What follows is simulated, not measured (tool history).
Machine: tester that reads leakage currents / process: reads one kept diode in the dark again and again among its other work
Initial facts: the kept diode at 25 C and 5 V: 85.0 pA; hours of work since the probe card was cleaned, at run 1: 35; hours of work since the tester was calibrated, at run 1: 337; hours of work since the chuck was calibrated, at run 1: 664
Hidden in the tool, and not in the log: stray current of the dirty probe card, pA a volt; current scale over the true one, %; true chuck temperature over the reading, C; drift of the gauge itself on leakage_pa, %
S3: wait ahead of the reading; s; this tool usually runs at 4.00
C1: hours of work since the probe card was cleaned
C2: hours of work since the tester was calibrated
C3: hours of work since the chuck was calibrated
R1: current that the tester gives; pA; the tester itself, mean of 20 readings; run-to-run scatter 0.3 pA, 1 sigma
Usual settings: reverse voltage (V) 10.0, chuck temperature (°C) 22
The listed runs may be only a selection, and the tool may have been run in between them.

Run 1, day 0.000: usual settings; C1 35; C2 337; C3 664. Result: R1 100.33 pA.
Run 2, day 1.179: usual settings but chuck temperature (°C) 53; C1 52; C2 353; C3 680. Result: R1 848.36 pA.
Run 3, day 2.704: usual settings but chuck temperature (°C) 53; C1 73; C2 374; C3 701. Result: R1 850.44 pA.
Run 4, day 3.475: usual settings but chuck temperature (°C) 40; C1 83; C2 385; C3 712. Result: R1 364.88 pA.
Run 5, day 5.067: usual settings but S3 5.73 s; C1 105; C2 407; C3 734. Result: R1 100.65 pA.
Run 6, day 5.721: usual settings but reverse voltage (V) 2.6, chuck temperature (°C) 24; C1 114; C2 416; C3 743. Result: R1 57.99 pA.
Run 7, day 7.033: usual settings but reverse voltage (V) 16.3, chuck temperature (°C) 24; C1 133; C2 434; C3 761. Result: R1 150.14 pA.
Run 8, day 7.892: usual settings but reverse voltage (V) 10.7, chuck temperature (°C) 54; C1 144; C2 446; C3 773. Result: R1 936.73 pA.
Run 9, day 9.092: usual settings but chuck temperature (°C) 46, S3 2.29 s; C1 161; C2 462; C3 790. Result: R1 544.43 pA.
Run 10, day 10.538: usual settings but reverse voltage (V) 1.2; C1 181; C2 482; C3 810. Result: R1 33.46 pA.

Forecast each of these 4 alternatives for the next run:
Run A, day 12.092: usual settings but reverse voltage (V) 2.4, S3 1.20 s; C1 202; C2 504; C3 831. Result: R1 ?.
Run B, day 12.092: usual settings but reverse voltage (V) 1.2, S3 1.33 s; C1 202; C2 504; C3 831. Result: R1 ?.
Run C, day 12.092: usual settings but chuck temperature (°C) 48, S3 0.34 s; C1 202; C2 504; C3 831. Result: R1 ?.
Run D, day 12.092: usual settings but chuck temperature (°C) 23, S3 8.09 s; C1 202; C2 504; C3 831. Result: R1 ?.

run      R1
  A   48.28
  B   33.76
  C  627.19
  D  108.86
With no hidden state in the tool, these same runs would have given:
run      R1
  A   46.68
  B   32.66
  C  610.42
  D  105.03

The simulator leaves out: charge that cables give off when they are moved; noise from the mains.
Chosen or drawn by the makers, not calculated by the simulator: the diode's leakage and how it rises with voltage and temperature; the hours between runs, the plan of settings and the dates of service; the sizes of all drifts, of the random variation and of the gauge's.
